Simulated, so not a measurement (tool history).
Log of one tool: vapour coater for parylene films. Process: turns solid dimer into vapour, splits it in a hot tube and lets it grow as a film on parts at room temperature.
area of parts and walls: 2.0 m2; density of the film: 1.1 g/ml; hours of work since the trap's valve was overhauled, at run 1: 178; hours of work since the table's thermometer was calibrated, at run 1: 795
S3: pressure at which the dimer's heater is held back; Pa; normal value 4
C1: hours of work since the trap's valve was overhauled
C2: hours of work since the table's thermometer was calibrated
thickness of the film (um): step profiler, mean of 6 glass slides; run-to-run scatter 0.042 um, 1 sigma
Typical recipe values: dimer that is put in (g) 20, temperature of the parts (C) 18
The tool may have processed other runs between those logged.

{"run": 1, "day": 0.0, "dimer that is put in (g)": 20, "temperature of the parts (C)": 18, "S3": 4, "C1": 178, "C2": 795, "thickness of the film (um)": 4.38}
{"run": 2, "day": 0.879, "dimer that is put in (g)": 20, "temperature of the parts (C)": 18, "S3": 4, "C1": 195, "C2": 812, "thickness of the film (um)": 4.31}
{"run": 3, "day": 2.629, "dimer that is put in (g)": 20, "temperature of the parts (C)": 18, "S3": 4, "C1": 229, "C2": 846, "thickness of the film (um)": 4.35}
{"run": 4, "day": 4.617, "dimer that is put in (g)": 20, "temperature of the parts (C)": 18, "S3": 4, "C1": 267, "C2": 884, "thickness of the film (um)": 4.34}
{"run": 5, "day": 5.908, "dimer that is put in (g)": 20, "temperature of the parts (C)": 18, "S3": 4, "C1": 292, "C2": 909, "thickness of the film (um)": 4.27}
{"run": 6, "day": 7.817, "dimer that is put in (g)": 20, "temperature of the parts (C)": 18, "S3": 4, "C1": 329, "C2": 946, "thickness of the film (um)": 4.27}
{"run": 7, "day": 9.558, "dimer that is put in (g)": 20, "temperature of the parts (C)": 17, "S3": 4, "C1": 362, "C2": 979, "thickness of the film (um)": 4.2}
{"run": 8, "day": 10.912, "dimer that is put in (g)": 20, "temperature of the parts (C)": 17, "S3": 4, "C1": 389, "C2": 1006, "thickness of the film (um)": 4.22}
{"run": 9, "day": 12.708, "dimer that is put in (g)": 20, "temperature of the parts (C)": 17, "S3": 4, "C1": 423, "C2": 1040, "thickness of the film (um)": 4.26}
{"run": 10, "day": 14.55, "dimer that is put in (g)": 10, "temperature of the parts (C)": 18, "S3": 4, "C1": 459, "C2": 1076, "thickness of the film (um)": 2.06}
{"run": 11, "day": 16.162, "dimer that is put in (g)": 10, "temperature of the parts (C)": 18, "S3": 4, "C1": 490, "C2": 1107, "thickness of the film (um)": 2.01}
{"run": 12, "day": 17.042, "dimer that is put in (g)": 10, "temperature of the parts (C)": 18, "S3": 4, "C1": 507, "C2": 1124, "thickness of the film (um)": 2.06}
{"day": 17.5, "done": "trap's valve overhauled"}
{"run": 13, "day": 18.133, "dimer that is put in (g)": 10, "temperature of the parts (C)": 18, "S3": 4, "C1": 12, "C2": 1141, "thickness of the film (um)": 2.26}
{"run": 14, "day": 19.417, "dimer that is put in (g)": 10, "temperature of the parts (C)": 18, "S3": 4, "C1": 37, "C2": 1166, "thickness of the film (um)": 2.19}
{"run": 15, "day": 21.25, "dimer that is put in (g)": 10, "temperature of the parts (C)": 18, "S3": 4, "C1": 72, "C2": 1202, "thickness of the film (um)": 2.23}
{"run": 16, "day": 22.212, "dimer that is put in (g)": 18, "temperature of the parts (C)": 18, "S3": 4, "C1": 91, "C2": 1220, "thickness of the film (um)": 4.03}
{"run": 17, "day": 23.962, "dimer that is put in (g)": 20, "temperature of the parts (C)": 11, "S3": 4, "C1": 125, "C2": 1254, "thickness of the film (um)": 4.97}
{"run": 18, "day": 25.829, "dimer that is put in (g)": 20, "temperature of the parts (C)": 11, "S3": 4, "C1": 161, "C2": 1290, "thickness of the film (um)": 4.9}
{"run": 19, "day": 27.183, "dimer that is put in (g)": 20, "temperature of the parts (C)": 11, "S3": 4, "C1": 187, "C2": 1316, "thickness of the film (um)": 4.86}
{"run": 20, "day": 28.267, "dimer that is put in (g)": 20, "temperature of the parts (C)": 11, "S3": 4, "C1": 208, "C2": 1337, "thickness of the film (um)": 4.74}
{"run": 21, "day": 29.812, "dimer that is put in (g)": 20, "temperature of the parts (C)": 11, "S3": 4, "C1": 237, "C2": 1367, "thickness of the film (um)": 4.82}
{"run": 22, "day": 31.296, "dimer that is put in (g)": 20, "temperature of the parts (C)": 11, "S3": 4, "C1": 266, "C2": 1395, "thickness of the film (um)": 4.74}
{"run": 23, "day": 33.2, "dimer that is put in (g)": 20, "temperature of the parts (C)": 11, "S3": 4, "C1": 303, "C2": 1432, "thickness of the film (um)": 4.76}
{"run": 24, "day": 34.046, "dimer that is put in (g)": 20, "temperature of the parts (C)": 18, "S3": 4, "C1": 319, "C2": 1448, "thickness of the film (um)": 4.15}
{"run": 25, "day": 35.542, "dimer that is put in (g)": 20, "temperature of the parts (C)": 18, "S3": 4, "C1": 348, "C2": 1477, "thickness of the film (um)": 4.21}
{"run": 26, "day": 36.912, "dimer that is put in (g)": 20, "temperature of the parts (C)": 18, "S3": 4, "C1": 374, "C2": 1504, "thickness of the film (um)": 4.16}
{"run": 27, "day": 38.712, "dimer that is put in (g)": 22, "temperature of the parts (C)": 19, "S3": 2.52, "C1": 409, "C2": 1538, "thickness of the film (um)": 4.74}
{"run": 28, "day": 39.858, "dimer that is put in (g)": 21, "temperature of the parts (C)": 11, "S3": 7.28, "C1": 431, "C2": 1560, "thickness of the film (um)": 4.36}
{"run": 29, "day": 41.296, "dimer that is put in (g)": 27, "temperature of the parts (C)": 24, "S3": 6.65, "C1": 459, "C2": 1588, "thickness of the film (um)": 4.69}
{"run": 30, "day": 42.329, "dimer that is put in (g)": 27, "temperature of the parts (C)": 24, "S3": 6.65, "C1": 479, "C2": 1608, "thickness of the film (um)": 4.55}
{"run": 31, "day": 43.358, "dimer that is put in (g)": 20, "temperature of the parts (C)": 18, "S3": 5.61, "C1": 499, "C2": 1628, "thickness of the film (um)": 3.84}
{"day": 44.312, "done": "trap's valve overhauled"}
{"run": 32, "day": 44.867, "dimer that is put in (g)": 20, "temperature of the parts (C)": 18, "S3": 5.61, "C1": 11, "C2": 1654, "thickness of the film (um)": 4.34}
{"run": 33, "day": 46.646, "dimer that is put in (g)": 14, "temperature of the parts (C)": 18, "S3": 3.96, "C1": 45, "C2": 1688, "thickness of the film (um)": 3.1}
{"run": 34, "day": 48.55, "dimer that is put in (g)": 20, "temperature of the parts (C)": 10, "S3": 8.71, "C1": 82, "C2": 1725, "thickness of the film (um)": 4.61}
{"run": 35, "day": 49.792, "dimer that is put in (g)": 20, "temperature of the parts (C)": 14, "S3": 4.11, "C1": 106, "C2": 1749, "thickness of the film (um)": 4.71}
{"run": 36, "day": 51.104, "dimer that is put in (g)": 34, "temperature of the parts (C)": 14, "S3": 4.6, "C1": 131, "C2": 1774, "thickness of the film (um)": 7.74}
{"run": 37, "day": 52.838, "dimer that is put in (g)": 11, "temperature of the parts (C)": 22, "S3": 5.71, "C1": 164, "C2": 1807, "thickness of the film (um)": 2.15}
{"run": 38, "day": 53.683, "dimer that is put in (g)": 26, "temperature of the parts (C)": 18, "S3": 11.31, "C1": 181, "C2": 1824, "thickness of the film (um)": 4.92}
{"run": 39, "day": 55.45, "dimer that is put in (g)": 26, "temperature of the parts (C)": 18, "S3": 11.31, "C1": 215, "C2": 1858, "thickness of the film (um)": 4.91}
{"run": 40, "day": 56.862, "dimer that is put in (g)": 26, "temperature of the parts (C)": 18, "S3": 11.31, "C1": 242, "C2": 1885, "thickness of the film (um)": 4.84}
{"run": 41, "day": 58.054, "dimer that is put in (g)": 26, "temperature of the parts (C)": 18, "S3": 11.31, "C1": 265, "C2": 1908, "thickness of the film (um)": 4.73}
{"run": 42, "day": 59.417, "dimer that is put in (g)": 26, "temperature of the parts (C)": 18, "S3": 11.31, "C1": 291, "C2": 1934, "thickness of the film (um)": 4.86}
{"run": 43, "day": 61.317, "dimer that is put in (g)": 26, "temperature of the parts (C)": 24, "S3": 11.31, "C1": 328, "C2": 1971, "thickness of the film (um)": 4.35}
{"run": 44, "day": 63.012, "dimer that is put in (g)": 26, "temperature of the parts (C)": 24, "S3": 11.31, "C1": 361, "C2": 2003, "thickness of the film (um)": 4.22}
{"run": 45, "day": 63.95, "dimer that is put in (g)": 26, "temperature of the parts (C)": 24, "S3": 3.1, "C1": 379, "C2": 2022, "thickness of the film (um)": 5.09}
{"day": 64.988, "done": "table's thermometer calibrated"}
{"run": 46, "day": 65.521, "dimer that is put in (g)": 26, "temperature of the parts (C)": 24, "S3": 3.1, "C1": 408, "C2": 10, "thickness of the film (um)": 5.15}
{"run": 47, "day": 66.862, "dimer that is put in (g)": 30, "temperature of the parts (C)": 26, "S3": 10.34, "C1": 434, "C2": 36, "thickness of the film (um)": 4.78}
{"run": 48, "day": 68.4, "dimer that is put in (g)": 30, "temperature of the parts (C)": 21, "S3": 2.62, "C1": 464, "C2": 66, "thickness of the film (um)": 6.19}

Pick out some run-to-run changes in thickness of the film (um). Of each, how much would a tool without hidden state show as well, from the settings, what came in and chance, and how much is left for the hidden state and any gauge scatter not in both results compared?
Hidden state present: vapour lost through the trap's worn valve, %; true temperature of the parts over the reading, C; drift of the gauge itself on film_um, %.
Run 12 -> 13: trap's valve overhauled. thickness of the film (um) +0.2: hidden state +0.23, all else -0.03.
Run 31 -> 32: trap's valve overhauled. thickness of the film (um) +0.5: hidden state +0.51, all else -0.01.
Run 35 -> 36: dimer that is put in (g) 20 -> 34, S3 4.11 -> 4.6. thickness of the film (um) +3.03: hidden state -0.17, all else +3.2.
Run 36 -> 37: dimer that is put in (g) 34 -> 11, temperature of the parts (C) 14 -> 22, S3 4.6 -> 5.71. thickness of the film (um) -5.59: hidden state +0.25, all else -5.84.
Run 37 -> 38: dimer that is put in (g) 11 -> 26, temperature of the parts (C) 22 -> 18, S3 5.71 -> 11.31. thickness of the film (um) +2.77: hidden state -0.18, all else +2.95.

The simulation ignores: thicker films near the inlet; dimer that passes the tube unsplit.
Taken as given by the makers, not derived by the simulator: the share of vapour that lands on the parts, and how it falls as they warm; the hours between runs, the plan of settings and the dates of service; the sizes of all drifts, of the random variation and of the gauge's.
